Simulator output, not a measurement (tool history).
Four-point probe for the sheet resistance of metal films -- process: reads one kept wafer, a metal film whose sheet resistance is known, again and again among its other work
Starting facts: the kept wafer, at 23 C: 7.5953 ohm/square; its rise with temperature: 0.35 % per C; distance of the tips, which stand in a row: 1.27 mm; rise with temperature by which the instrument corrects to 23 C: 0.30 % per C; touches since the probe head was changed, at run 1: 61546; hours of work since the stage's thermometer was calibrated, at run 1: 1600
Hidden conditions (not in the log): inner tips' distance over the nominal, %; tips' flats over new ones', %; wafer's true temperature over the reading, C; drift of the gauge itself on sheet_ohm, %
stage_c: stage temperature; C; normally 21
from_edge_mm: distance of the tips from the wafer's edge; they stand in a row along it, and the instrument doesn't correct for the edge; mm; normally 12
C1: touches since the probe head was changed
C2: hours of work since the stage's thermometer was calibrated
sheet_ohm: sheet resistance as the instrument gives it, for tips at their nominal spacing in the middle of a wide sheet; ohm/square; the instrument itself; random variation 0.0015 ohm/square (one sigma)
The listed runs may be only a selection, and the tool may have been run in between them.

run 1 hour=0.0 | stage_c=21 from_edge_mm=12 | C1=61546 C2=1600 | sheet_ohm=7.616853
run 2 hour=20.3 | stage_c=29 from_edge_mm=12 | C1=62639 C2=1616 | sheet_ohm=7.647351
run 3 hour=36.0 | stage_c=29 from_edge_mm=12 | C1=63480 C2=1628 | sheet_ohm=7.645592
run 4 hour=66.7 | stage_c=29 from_edge_mm=12 | C1=65133 C2=1652 | sheet_ohm=7.649506
run 5 hour=82.4 | stage_c=29 from_edge_mm=12 | C1=65979 C2=1664 | sheet_ohm=7.645542
run 6 hour=108.6 | stage_c=22 from_edge_mm=12 | C1=67384 C2=1684 | sheet_ohm=7.621473
run 7 hour=129.4 | stage_c=22 from_edge_mm=12 | C1=68507 C2=1700 | sheet_ohm=7.623806
run 8 hour=150.5 | stage_c=21 from_edge_mm=16 | C1=69641 C2=1717 | sheet_ohm=7.600286
run 9 hour=172.5 | stage_c=21 from_edge_mm=16 | C1=70821 C2=1734 | sheet_ohm=7.600527
run 10 hour=191.3 | stage_c=21 from_edge_mm=16 | C1=71835 C2=1748 | sheet_ohm=7.603545
run 11 hour=212.7 | stage_c=21 from_edge_mm=16 | C1=72982 C2=1765 | sheet_ohm=7.602478
run 12 hour=239.2 | stage_c=34 from_edge_mm=12 | C1=74407 C2=1785 | sheet_ohm=7.673434
run 13 hour=257.3 | stage_c=34 from_edge_mm=12 | C1=75380 C2=1799 | sheet_ohm=7.673328
run 14 hour=276.4 | stage_c=30 from_edge_mm=12 | C1=76407 C2=1814 | sheet_ohm=7.659912
run 15 hour=293.7 | stage_c=30 from_edge_mm=12 | C1=77340 C2=1828 | sheet_ohm=7.658234
run 16 hour=311.9 | stage_c=30 from_edge_mm=12 | C1=78320 C2=1842 | sheet_ohm=7.661891
run 17 hour=338.2 | stage_c=33 from_edge_mm=11 | C1=79730 C2=1862 | sheet_ohm=7.681261
run 18 hour=370.6 | stage_c=33 from_edge_mm=11 | C1=81476 C2=1887 | sheet_ohm=7.682747
-- hour=373.6 stage's thermometer calibrated
run 19 hour=387.8 | stage_c=22 from_edge_mm=16 | C1=82374 C2=11 | sheet_ohm=7.616794
run 20 hour=419.5 | stage_c=22 from_edge_mm=16 | C1=84080 C2=36 | sheet_ohm=7.617129
-- hour=426.5 stage's thermometer calibrated, once more
run 21 hour=445.8 | stage_c=24 from_edge_mm=25 | C1=85463 C2=15 | sheet_ohm=7.597651
run 22 hour=476.0 | stage_c=24 from_edge_mm=25 | C1=87087 C2=38 | sheet_ohm=7.597729
run 23 hour=493.0 | stage_c=24 from_edge_mm=25 | C1=88004 C2=52 | sheet_ohm=7.599452
run 24 hour=519.7 | stage_c=22 from_edge_mm=7 | C1=89440 C2=72 | sheet_ohm=7.714136
run 25 hour=537.6 | stage_c=22 from_edge_mm=7 | C1=90400 C2=86 | sheet_ohm=7.711185
run 26 hour=558.1 | stage_c=23 from_edge_mm=33 | C1=91501 C2=102 | sheet_ohm=7.591635
run 27 hour=581.4 | stage_c=30 from_edge_mm=27 | C1=92758 C2=120 | sheet_ohm=7.625707
run 28 hour=602.8 | stage_c=19 from_edge_mm=9 | C1=93906 C2=137 | sheet_ohm=7.651394
run 29 hour=623.3 | stage_c=20 from_edge_mm=7 | C1=95012 C2=153 | sheet_ohm=7.706155

Below are 5 alternative next runs, each starting from the tool's condition after run 29. Predict each:
run A hour=638.4 | stage_c=35 from_edge_mm=17 | C1=95821 C2=164 | sheet_ohm=?
run B hour=638.4 | stage_c=19 from_edge_mm=7 | C1=95821 C2=164 | sheet_ohm=?
run C hour=638.4 | stage_c=34 from_edge_mm=3 | C1=95821 C2=164 | sheet_ohm=?
run D hour=638.4 | stage_c=25 from_edge_mm=24 | C1=95821 C2=164 | sheet_ohm=?
run E hour=638.4 | stage_c=20 from_edge_mm=5 | C1=95821 C2=164 | sheet_ohm=?

run=A sheet_ohm=7.660064
run=B sheet_ohm=7.707923
run=C sheet_ohm=8.296722
run=D sheet_ohm=7.605527
run=E sheet_ohm=7.832989
Take away the tool's hidden state, keep each run's random variation, and the runs would have read:
run=A sheet_ohm=7.666312
run=B sheet_ohm=7.714197
run=C sheet_ohm=8.303439
run=D sheet_ohm=7.611727
run=E sheet_ohm=7.839356
